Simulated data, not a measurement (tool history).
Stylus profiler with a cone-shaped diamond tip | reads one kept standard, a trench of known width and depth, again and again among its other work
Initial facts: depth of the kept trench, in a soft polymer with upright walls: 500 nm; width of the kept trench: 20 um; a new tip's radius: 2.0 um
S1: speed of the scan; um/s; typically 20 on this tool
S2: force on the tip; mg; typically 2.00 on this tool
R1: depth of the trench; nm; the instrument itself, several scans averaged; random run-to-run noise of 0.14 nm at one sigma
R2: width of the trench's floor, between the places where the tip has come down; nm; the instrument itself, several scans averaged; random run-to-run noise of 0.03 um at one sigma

run   hour  S1    S2      R1     R2
  1    0.0  20  2.00  504.09  17180
  2   21.3  20  1.17  502.72  17140
  3   37.8  20  2.00  503.96  17160
  4   59.4  20  2.00  503.95  17120
  5   82.1  20  2.00  503.56  17110
  6  105.1  20  2.00  503.81  17150
  7  124.0  20  2.00  503.59  17050
  8  156.1  20  2.00  503.82  16990
  9  189.0  27  2.00  503.77  16960
 10  218.7  20  2.00  503.72  16970
 11  245.1  20  2.00  503.83  16970
 12  274.9   8  2.00  503.72  16940
 13  295.1   8  2.00  503.58  16940
 14  323.3  17  0.99  502.07  16880
 15  339.8  54  3.49  505.43  16780
 16  368.7  73  2.46  504.12  16690
 17  390.1  58  1.68  503.23  16610
 18  419.7  12  2.00  503.49  16780
 19  446.9  12  2.00  503.54  16780
 20  475.0   8  1.58  503.07  16790
 21  501.3  16  1.40  502.58  16660
 22  525.3  16  1.40  502.27  16630
 23  542.4  13  2.00  503.50  16660
 24  570.3  17  4.76  506.72  16710
 25  601.9  20  0.79  501.77  16540

Branching from run 25: 4 alternative next runs. What would each branch give?
  A  624.6  36  2.00   ?   ?
  B  624.6  59  4.92   ?   ?
  C  624.6  17  1.29   ?   ?
  D  624.6  11  1.31   ?   ?

run      R1     R2
  A  503.49  16530
  B  506.61  16520
  C  502.07  16540
  D  502.52  16600
Without the tool's hidden state the same runs would have given:
run      R1     R2
  A  504.26  17230
  B  507.38  17220
  C  502.84  17240
  D  503.29  17300
